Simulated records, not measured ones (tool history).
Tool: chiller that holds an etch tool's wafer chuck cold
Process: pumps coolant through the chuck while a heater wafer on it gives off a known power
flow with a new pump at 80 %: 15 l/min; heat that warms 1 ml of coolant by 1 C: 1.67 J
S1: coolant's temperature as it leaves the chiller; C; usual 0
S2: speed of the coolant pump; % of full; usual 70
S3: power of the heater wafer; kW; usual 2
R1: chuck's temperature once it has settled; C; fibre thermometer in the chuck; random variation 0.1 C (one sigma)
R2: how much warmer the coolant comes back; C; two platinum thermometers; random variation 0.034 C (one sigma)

run,day,S1,S2,S3,R1,R2
1,0,0,70,2,17.1,5.69
2,4.129,0,73,2,16.6,5.49
3,6.229,0,73,2,16.8,5.52
4,10.279,0,81,2,15.9,4.94
5,13.096,0,81,2,15.9,4.96
6,15.312,0,81,2,16,4.91
7,18.362,0,81,2,15.9,4.97
8,23.225,4,70,2,21.3,5.76
9,27.554,4,70,2,21.5,5.77
10,31.317,4,70,2,21.5,5.76
11,36.217,4,70,2,21.5,5.76
# day 36.804: coolant pump overhauled
12,38.571,4,79,2,20.5,5.19
13,40.788,3,70,1.565,16.8,4.59
14,45.933,0,89,2,15.6,4.63
15,49.796,-2,79,2.957,22.4,7.77
16,54.579,-10,71,1.555,4,4.54
17,58.125,-1,71,1.555,13.1,4.54
# day 59.604: coolant changed, channels flushed
# day 62.642: coolant pump overhauled, once more
18,63.438,-1,71,1.555,11,4.16
19,66.738,-1,71,1.555,11.2,4.24
20,69.862,0,70,1.835,14.4,5
21,74.562,0,70,1.835,14.5,5.03
22,77.704,-8,70,2,7.7,5.48
23,81.892,-2,82,1.051,5.9,2.5

3 ways to go on from here, each from the tool as it stands after run 23. What would each give?
A,85.892,0,95,2,?,?
B,85.892,-6,79,1.051,?,?
C,85.892,-2,82,1.285,?,?

run,R1,R2
A,13.4,4.09
B,2.3,2.6
C,7.6,2.94
Without the tool's hidden state the same runs would have given:
run,R1,R2
A,12.5,4.06
B,1.5,2.57
C,6.8,2.92
